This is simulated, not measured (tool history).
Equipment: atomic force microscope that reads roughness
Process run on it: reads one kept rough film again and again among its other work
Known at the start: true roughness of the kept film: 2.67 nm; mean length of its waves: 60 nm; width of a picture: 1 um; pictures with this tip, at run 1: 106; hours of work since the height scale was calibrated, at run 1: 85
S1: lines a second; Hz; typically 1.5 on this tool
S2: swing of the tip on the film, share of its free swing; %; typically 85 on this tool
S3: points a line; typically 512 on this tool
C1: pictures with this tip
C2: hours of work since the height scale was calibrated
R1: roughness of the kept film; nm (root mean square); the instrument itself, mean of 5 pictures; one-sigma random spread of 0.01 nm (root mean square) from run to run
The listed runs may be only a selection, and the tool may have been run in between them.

run	hour	S1	S2	S3	C1	C2	R1
1	0	1.5	85	512	106	85	2.302
2	19.2	2.85	85	512	126	93	2.142
3	46.1	0.75	85	512	155	104	2.361
4	67.5	1.5	85	353	178	113	2.248
5	93.9	2.26	85	512	206	124	2.136
# hour 112.3: new tip fitted
6	115.1	2.21	85	512	3	132	2.312
7	131.1	2.21	85	512	20	138	2.303
8	147.8	2.21	85	512	37	145	2.272
9	175	2.21	85	512	66	156	2.261
10	188.8	0.76	85	512	81	162	2.402
11	213.3	1.5	85	512	107	172	2.298
12	229.1	1.5	85	512	124	178	2.282
13	242.2	1.5	85	1014	138	184	2.253
14	267.1	1.5	85	1014	164	194	2.248
15	285.4	1.5	85	512	184	201	2.236
16	307.1	1.5	76	512	207	210	2.273
17	321.2	1.5	76	512	222	216	2.269
# hour 324.2: new tip fitted
18	348.5	1.5	76	512	26	227	2.415
19	361.7	2.98	85	512	40	232	2.174
20	376.2	1.5	85	512	55	238	2.322
21	393.3	0.56	85	512	73	245	2.435
22	419.6	0.56	85	336	101	256	2.417
23	439.4	1.5	79	512	122	264	2.328
24	465.9	1.5	85	512	151	275	2.232
25	479.9	1.5	85	512	165	281	2.241
26	504	0.92	85	512	191	290	2.313
27	527.3	0.92	85	512	216	300	2.282
# hour 535.1: new tip fitted
28	552.9	1.5	60	873	19	310	2.525
29	570.2	1.03	55	660	37	317	2.526
30	595.1	1.03	55	660	63	327	2.486
31	616	1.03	55	660	86	336	2.486
32	627.6	1.23	79	303	98	341	2.365
33	654.3	1.23	79	303	127	352	2.339
34	673.6	0.84	79	303	147	359	2.388
35	684.8	1.5	75	338	159	364	2.318
36	700.6	1.5	75	338	176	370	2.318
37	724.8	0.6	62	893	202	380	2.356
# hour 746.4: new tip fitted
38	749.2	3.77	55	498	3	390	2.493
39	760.4	3.77	55	498	15	395	2.473
40	780.1	1.21	57	524	36	403	2.51
41	797.1	1.21	57	524	54	410	2.48
42	810.2	1.21	82	386	68	415	2.375
43	827.9	0.87	71	512	87	422	2.438
44	845.3	0.87	71	512	105	429	2.425
45	865.5	0.87	71	512	127	437	2.406
46	889.8	2.26	61	316	153	447	2.347
47	910.6	0.66	88	301	175	456	2.309
48	932.9	1.16	72	512	199	465	2.321
49	956.1	1.91	85	287	223	474	2.149

What would each run have given without the hidden state, its run-to-run variation left as it was?
Hidden state present: radius of the tip, nm; height scale over the true one, %; drift of the gauge itself on roughness_nm, %.
run	R1
1	2.38
2	2.231
3	2.483
4	2.383
5	2.286
6	2.32
7	2.325
8	2.306
9	2.32
10	2.478
11	2.393
12	2.389
13	2.371
14	2.384
15	2.388
16	2.445
17	2.454
18	2.452
19	2.217
20	2.379
21	2.51
22	2.516
23	2.442
24	2.364
25	2.385
26	2.484
27	2.474
28	2.554
29	2.573
30	2.557
31	2.58
32	2.464
33	2.462
34	2.533
35	2.468
36	2.484
37	2.548
38	2.511
39	2.503
40	2.56
41	2.546
42	2.45
43	2.534
44	2.536
45	2.537
46	2.498
47	2.477
48	2.51
49	2.344
